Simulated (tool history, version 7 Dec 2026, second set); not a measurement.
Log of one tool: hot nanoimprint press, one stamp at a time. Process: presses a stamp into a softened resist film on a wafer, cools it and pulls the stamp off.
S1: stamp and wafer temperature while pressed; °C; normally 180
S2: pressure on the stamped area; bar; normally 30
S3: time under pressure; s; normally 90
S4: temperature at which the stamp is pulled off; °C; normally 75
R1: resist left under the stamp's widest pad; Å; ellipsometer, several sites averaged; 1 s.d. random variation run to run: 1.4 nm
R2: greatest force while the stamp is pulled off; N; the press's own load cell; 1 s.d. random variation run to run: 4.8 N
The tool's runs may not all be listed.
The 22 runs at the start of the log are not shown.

run,hour,S1,S2,S3,S4,R1,R2
23,215.5,181,22.1,50,82,2990,197
24,223.4,191,21,90,64,1918,289
25,236.7,191,21,95,72,1863,243
26,243.6,191,21,95,72,1870,252
27,252.5,191,26.5,95,72,1695,249
28,258.4,191,30.1,95,72,1580,251
29,267.4,169,38.2,90,75,2765,220
30,279.4,169,22.2,79,75,3409,233

Consider 3 possible next runs. They are alternatives, not a sequence: every one starts from the tool as it was left by run 30. What does each give?
A,290.3,169,22.2,52,62,?,?
B,290.3,172,30,90,82,?,?
C,290.3,169,40.9,79,75,?,?

run,R1,R2
A,3770,303
B,2761,200
C,2798,227
Without the tool's hidden state the same runs would have given:
run,R1,R2
A,3769,301
B,2759,199
C,2796,226
